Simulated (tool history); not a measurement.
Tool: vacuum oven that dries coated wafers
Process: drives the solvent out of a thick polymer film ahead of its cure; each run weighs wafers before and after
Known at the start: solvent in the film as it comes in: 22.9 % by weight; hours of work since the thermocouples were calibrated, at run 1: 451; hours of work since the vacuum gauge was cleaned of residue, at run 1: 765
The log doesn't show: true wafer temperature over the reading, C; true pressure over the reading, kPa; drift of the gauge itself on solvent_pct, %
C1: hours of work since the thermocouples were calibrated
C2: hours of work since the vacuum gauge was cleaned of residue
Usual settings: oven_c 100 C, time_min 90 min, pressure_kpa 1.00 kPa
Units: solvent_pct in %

{"run": 1, "day": 0.0, "oven_c": 100, "time_min": 90, "pressure_kpa": 1.0, "C1": 451, "C2": 765, "solvent_pct": 3.92}
{"run": 2, "day": 2.2, "oven_c": 100, "time_min": 90, "pressure_kpa": 1.0, "C1": 489, "C2": 803, "solvent_pct": 3.89}
{"run": 3, "day": 6.146, "oven_c": 98, "time_min": 90, "pressure_kpa": 1.0, "C1": 556, "C2": 870, "solvent_pct": 4.56}
{"run": 4, "day": 10.579, "oven_c": 98, "time_min": 90, "pressure_kpa": 1.0, "C1": 632, "C2": 946, "solvent_pct": 4.57}
{"day": 11.792, "done": "oven's thermocouples calibrated"}
{"run": 5, "day": 13.838, "oven_c": 101, "time_min": 90, "pressure_kpa": 1.0, "C1": 35, "C2": 1000, "solvent_pct": 3.59}
{"run": 6, "day": 15.954, "oven_c": 101, "time_min": 90, "pressure_kpa": 1.0, "C1": 71, "C2": 1036, "solvent_pct": 3.58}
{"run": 7, "day": 18.462, "oven_c": 101, "time_min": 90, "pressure_kpa": 1.0, "C1": 114, "C2": 1079, "solvent_pct": 3.55}
{"day": 19.654, "done": "vacuum gauge cleaned of residue and calibrated"}
{"run": 8, "day": 20.467, "oven_c": 100, "time_min": 68, "pressure_kpa": 1.0, "C1": 147, "C2": 14, "solvent_pct": 5.67}
{"run": 9, "day": 23.596, "oven_c": 100, "time_min": 103, "pressure_kpa": 1.0, "C1": 201, "C2": 67, "solvent_pct": 3.11}
{"run": 10, "day": 25.429, "oven_c": 100, "time_min": 90, "pressure_kpa": 1.0, "C1": 232, "C2": 99, "solvent_pct": 3.92}
{"run": 11, "day": 27.908, "oven_c": 100, "time_min": 90, "pressure_kpa": 1.0, "C1": 274, "C2": 141, "solvent_pct": 3.9}
{"run": 12, "day": 32.175, "oven_c": 100, "time_min": 90, "pressure_kpa": 1.0, "C1": 347, "C2": 214, "solvent_pct": 3.87}
{"run": 13, "day": 34.279, "oven_c": 100, "time_min": 90, "pressure_kpa": 1.0, "C1": 383, "C2": 250, "solvent_pct": 3.91}
{"run": 14, "day": 38.146, "oven_c": 100, "time_min": 90, "pressure_kpa": 1.0, "C1": 449, "C2": 316, "solvent_pct": 3.88}
{"run": 15, "day": 40.904, "oven_c": 100, "time_min": 90, "pressure_kpa": 1.0, "C1": 496, "C2": 363, "solvent_pct": 3.9}
{"run": 16, "day": 43.375, "oven_c": 100, "time_min": 90, "pressure_kpa": 1.0, "C1": 539, "C2": 405, "solvent_pct": 3.92}
{"run": 17, "day": 47.012, "oven_c": 100, "time_min": 90, "pressure_kpa": 1.0, "C1": 601, "C2": 468, "solvent_pct": 3.88}
{"day": 49.908, "done": "oven's thermocouples calibrated"}
{"run": 18, "day": 51.617, "oven_c": 100, "time_min": 46, "pressure_kpa": 1.0, "C1": 29, "C2": 545, "solvent_pct": 8.29}
{"run": 19, "day": 54.612, "oven_c": 100, "time_min": 46, "pressure_kpa": 1.0, "C1": 80, "C2": 596, "solvent_pct": 8.26}
{"run": 20, "day": 56.538, "oven_c": 100, "time_min": 46, "pressure_kpa": 1.0, "C1": 113, "C2": 629, "solvent_pct": 8.31}
{"run": 21, "day": 59.662, "oven_c": 97, "time_min": 95, "pressure_kpa": 0.64, "C1": 167, "C2": 682, "solvent_pct": 4.5}
{"run": 22, "day": 63.383, "oven_c": 86, "time_min": 90, "pressure_kpa": 1.27, "C1": 230, "C2": 746, "solvent_pct": 8.99}
{"run": 23, "day": 66.467, "oven_c": 92, "time_min": 138, "pressure_kpa": 1.0, "C1": 283, "C2": 799, "solvent_pct": 4.0}
{"run": 24, "day": 69.971, "oven_c": 100, "time_min": 159, "pressure_kpa": 0.51, "C1": 343, "C2": 859, "solvent_pct": 1.17}
{"run": 25, "day": 74.288, "oven_c": 100, "time_min": 159, "pressure_kpa": 0.51, "C1": 417, "C2": 932, "solvent_pct": 1.14}
{"run": 26, "day": 76.612, "oven_c": 100, "time_min": 113, "pressure_kpa": 1.85, "C1": 456, "C2": 972, "solvent_pct": 2.85}
{"run": 27, "day": 79.471, "oven_c": 99, "time_min": 113, "pressure_kpa": 1.28, "C1": 505, "C2": 1021, "solvent_pct": 2.99}
{"day": 84.033, "done": "vacuum gauge cleaned of residue and calibrated"}
{"run": 28, "day": 84.033, "oven_c": 99, "time_min": 113, "pressure_kpa": 1.28, "C1": 582, "C2": 0, "solvent_pct": 2.99}
{"run": 29, "day": 87.479, "oven_c": 94, "time_min": 139, "pressure_kpa": 1.69, "C1": 641, "C2": 59, "solvent_pct": 3.41}
{"day": 88.2, "done": "oven's thermocouples calibrated"}
{"run": 30, "day": 91.788, "oven_c": 94, "time_min": 87, "pressure_kpa": 1.69, "C1": 61, "C2": 131, "solvent_pct": 6.35}
{"run": 31, "day": 95.592, "oven_c": 94, "time_min": 87, "pressure_kpa": 1.69, "C1": 126, "C2": 196, "solvent_pct": 6.35}
{"run": 32, "day": 98.996, "oven_c": 94, "time_min": 56, "pressure_kpa": 2.29, "C1": 184, "C2": 254, "solvent_pct": 9.32}
{"run": 33, "day": 101.371, "oven_c": 100, "time_min": 106, "pressure_kpa": 0.5, "C1": 225, "C2": 295, "solvent_pct": 2.87}
{"run": 34, "day": 105.008, "oven_c": 100, "time_min": 106, "pressure_kpa": 0.5, "C1": 287, "C2": 357, "solvent_pct": 2.9}
{"run": 35, "day": 107.179, "oven_c": 104, "time_min": 47, "pressure_kpa": 3.34, "C1": 324, "C2": 394, "solvent_pct": 7.02}
{"run": 36, "day": 111.346, "oven_c": 104, "time_min": 61, "pressure_kpa": 3.34, "C1": 396, "C2": 465, "solvent_pct": 5.34}
{"run": 37, "day": 115.308, "oven_c": 106, "time_min": 59, "pressure_kpa": 0.56, "C1": 463, "C2": 533, "solvent_pct": 4.45}
{"run": 38, "day": 117.892, "oven_c": 94, "time_min": 90, "pressure_kpa": 1.0, "C1": 507, "C2": 577, "solvent_pct": 5.97}
{"run": 39, "day": 120.883, "oven_c": 113, "time_min": 65, "pressure_kpa": 3.54, "C1": 559, "C2": 628, "solvent_pct": 2.38}

5 ways to go on from here, each from the tool as it stands after run 39. What would each give?
{"run": "A", "day": 124.858, "oven_c": 95, "time_min": 65, "pressure_kpa": 2.99, "C1": 627, "C2": 696, "solvent_pct": "?"}
{"run": "B", "day": 124.858, "oven_c": 97, "time_min": 102, "pressure_kpa": 0.86, "C1": 627, "C2": 696, "solvent_pct": "?"}
{"run": "C", "day": 124.858, "oven_c": 113, "time_min": 47, "pressure_kpa": 3.54, "C1": 627, "C2": 696, "solvent_pct": "?"}
{"run": "D", "day": 124.858, "oven_c": 100, "time_min": 90, "pressure_kpa": 0.75, "C1": 627, "C2": 696, "solvent_pct": "?"}
{"run": "E", "day": 124.858, "oven_c": 99, "time_min": 117, "pressure_kpa": 1.0, "C1": 627, "C2": 696, "solvent_pct": "?"}

run=A solvent_pct=8.15
run=B solvent_pct=4.13
run=C solvent_pct=4.05
run=D solvent_pct=3.86
run=E solvent_pct=2.71
Without the tool's hidden state the same runs would have given:
run=A solvent_pct=8.14
run=B solvent_pct=4.12
run=C solvent_pct=4.04
run=D solvent_pct=3.85
run=E solvent_pct=2.70
